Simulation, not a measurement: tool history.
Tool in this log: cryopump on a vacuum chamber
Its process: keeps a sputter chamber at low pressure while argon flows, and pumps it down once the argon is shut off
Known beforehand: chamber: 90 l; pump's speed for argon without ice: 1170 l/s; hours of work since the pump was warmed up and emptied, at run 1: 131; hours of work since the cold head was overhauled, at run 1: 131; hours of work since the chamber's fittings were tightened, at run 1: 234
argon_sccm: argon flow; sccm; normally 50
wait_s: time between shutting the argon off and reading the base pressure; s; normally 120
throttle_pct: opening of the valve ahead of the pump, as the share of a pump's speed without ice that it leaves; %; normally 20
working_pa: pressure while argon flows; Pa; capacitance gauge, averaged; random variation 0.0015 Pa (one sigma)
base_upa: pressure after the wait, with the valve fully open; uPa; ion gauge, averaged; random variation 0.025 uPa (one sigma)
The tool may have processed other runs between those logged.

| run | hour | argon_sccm | wait_s | throttle_pct | hours of work since the pump was warmed up and emptied | hours of work since the cold head was overhauled | hours of work since the chamber's fittings were tightened | working_pa | base_upa |
|---|---|---|---|---|---|---|---|---|---|
| 1 | 0 | 50 | 120 | 20 | 131 | 131 | 234 | 0.3647 | 1.35 |
| 2 | 15.3 | 50 | 120 | 20 | 143 | 143 | 246 | 0.3684 | 1.36 |
| 3 | 30.8 | 50 | 223 | 20 | 155 | 155 | 258 | 0.3683 | 1.06 |
| 4 | 41.5 | 50 | 120 | 25 | 163 | 163 | 266 | 0.2953 | 1.41 |
| 5 | 50.2 | 50 | 120 | 20 | 170 | 170 | 273 | 0.3662 | 1.39 |
| 6 | 61 | 50 | 120 | 20 | 179 | 179 | 281 | 0.3674 | 1.42 |
| 7 | 68.4 | 50 | 120 | 20 | 184 | 184 | 287 | 0.3638 | 1.47 |
| 8 | 80.7 | 50 | 112 | 20 | 194 | 194 | 296 | 0.3656 | 1.52 |
| 9 | 93.3 | 50 | 112 | 20 | 203 | 203 | 306 | 0.3659 | 1.56 |
| 10 | 102.3 | 50 | 112 | 20 | 210 | 210 | 313 | 0.3667 | 1.51 |
| 11 | 116.2 | 21 | 202 | 48 | 221 | 221 | 324 | 0.0657 | 1.18 |
| 12 | 128.6 | 21 | 202 | 48 | 231 | 231 | 333 | 0.0657 | 1.25 |
| 13 | 146.1 | 33 | 59 | 17 | 244 | 244 | 347 | 0.2862 | 2.42 |
| 14 | 163.3 | 33 | 59 | 17 | 258 | 258 | 360 | 0.2856 | 2.4 |
| 15 | 179.4 | 33 | 59 | 17 | 270 | 270 | 373 | 0.2895 | 2.37 |
| 16 | 189.4 | 33 | 59 | 17 | 278 | 278 | 380 | 0.2834 | 2.37 |
| 17 | 202.8 | 30 | 59 | 34 | 288 | 288 | 391 | 0.1329 | 2.38 |

Branching from run 17: 4 alternative next runs. What would each branch give?
| A | 219.7 | 50 | 120 | 25 | 301 | 301 | 404 | ? | ? |
| B | 219.7 | 92 | 59 | 34 | 301 | 301 | 404 | ? | ? |
| C | 219.7 | 30 | 32 | 21 | 301 | 301 | 404 | ? | ? |
| D | 219.7 | 63 | 120 | 38 | 301 | 301 | 404 | ? | ? |

| run | working_pa | base_upa |
|---|---|---|
| A | 0.2993 | 1.64 |
| B | 0.4045 | 2.49 |
| C | 0.2099 | 3.86 |
| D | 0.2482 | 1.63 |
What these runs would have given with no unlogged condition in the tool:
| run | working_pa | base_upa |
|---|---|---|
| A | 0.2906 | 1.04 |
| B | 0.3887 | 1.87 |
| C | 0.2047 | 3.23 |
| D | 0.2374 | 1.02 |

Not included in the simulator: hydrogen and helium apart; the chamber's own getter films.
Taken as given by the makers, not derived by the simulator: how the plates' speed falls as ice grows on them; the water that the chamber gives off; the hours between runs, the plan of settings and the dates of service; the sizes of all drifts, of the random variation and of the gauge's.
